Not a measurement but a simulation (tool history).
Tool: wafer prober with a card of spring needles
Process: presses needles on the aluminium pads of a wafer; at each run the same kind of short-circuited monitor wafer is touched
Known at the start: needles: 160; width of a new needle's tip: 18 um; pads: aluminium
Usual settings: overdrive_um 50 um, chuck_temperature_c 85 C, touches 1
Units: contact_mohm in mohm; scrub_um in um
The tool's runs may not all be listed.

run,hour,overdrive_um,chuck_temperature_c,touches,contact_mohm,scrub_um
1,0,50,85,1,172,13.22
# hour 5.8: tips cleaned on abrasive film
# hour 32.6: tips cleaned on abrasive film
# hour 59: tips cleaned on abrasive film
2,67.3,50,85,1,171,13.22
# hour 89: tips cleaned on abrasive film
# hour 120.2: tips cleaned on abrasive film
# hour 128.8: height of the first contact set anew
3,139.1,50,85,2,166,13.27
# hour 148.9: tips cleaned on abrasive film
# hour 175.3: tips cleaned on abrasive film
4,175.3,50,85,3,169,13.23
# hour 203.5: tips cleaned on abrasive film
# hour 232.1: tips cleaned on abrasive film
5,232.1,50,85,3,170,13.25
# hour 261: tips cleaned on abrasive film
6,270.7,50,85,3,167,13.23
# hour 290.5: tips cleaned on abrasive film
# hour 319: tips cleaned on abrasive film
7,328.5,50,60,3,164,13.28
# hour 346.4: tips cleaned on abrasive film
# hour 373.9: tips cleaned on abrasive film
8,397.2,50,62,3,166,13.26
# hour 403.8: tips cleaned on abrasive film
# hour 421.4: height of the first contact set anew
# hour 430.5: tips cleaned on abrasive film
9,434.4,50,62,3,164,13.27
# hour 461.9: tips cleaned on abrasive film
# hour 490.7: tips cleaned on abrasive film
10,494.3,50,62,3,166,13.33
# hour 522.5: tips cleaned on abrasive film
11,535.2,38,57,1,171,10.06
# hour 552.8: tips cleaned on abrasive film
# hour 581.4: tips cleaned on abrasive film
12,586.5,41,85,1,173,10.92
# hour 609.6: tips cleaned on abrasive film
# hour 639.5: tips cleaned on abrasive film
13,646.6,50,85,1,170,13.32
# hour 666: tips cleaned on abrasive film
# hour 693.6: tips cleaned on abrasive film
14,693.8,62,42,1,156,16.46
# hour 711.4: height of the first contact set anew
# hour 725.5: tips cleaned on abrasive film
15,750.5,33,98,2,180,8.77
# hour 753.9: tips cleaned on abrasive film
# hour 780.9: tips cleaned on abrasive film
16,795.6,33,98,2,180,8.8
# hour 813: tips cleaned on abrasive film
# hour 843.3: tips cleaned on abrasive film
17,850.9,33,98,2,181,8.83
# hour 873.9: tips cleaned on abrasive film
# hour 900.2: tips cleaned on abrasive film
18,909.2,46,86,1,170,12.25
# hour 928.8: tips cleaned on abrasive film
# hour 958.3: tips cleaned on abrasive film
19,984,46,86,1,170,12.26
# hour 990.6: tips cleaned on abrasive film
# hour 1003.3: height of the first contact set anew
# hour 1017.8: tips cleaned on abrasive film
20,1026.6,40,85,1,178,10.7

Hidden state or all else? Some run-to-run changes of scrub_um, split into what the settings, what came in and random variation would give without the hidden state, and what is left for the hidden state (with any gauge scatter that isn't in both results):
The hidden state here: debris on the tips, nm; way that the needles fall short of the set height, um; tips' diameter, um; drift of the gauge itself on contact_mohm, %; drift of the gauge itself on scrub_um, %.
Run 13 -> 14: overdrive_um 50 -> 62, chuck_temperature_c 85 -> 42, tips cleaned on abrasive film, tips cleaned on abrasive film. scrub_um +3.14 um: hidden state +0.04, all else +3.1.
Run 14 -> 15: overdrive_um 62 -> 33, chuck_temperature_c 42 -> 98, touches 1 -> 2, height of the first contact set anew, tips cleaned on abrasive film. scrub_um -7.69 um: hidden state -0.05, all else -7.64.
Run 17 -> 18: overdrive_um 33 -> 46, chuck_temperature_c 98 -> 86, touches 2 -> 1, tips cleaned on abrasive film, tips cleaned on abrasive film. scrub_um +3.42 um: hidden state +0.03, all else +3.39.
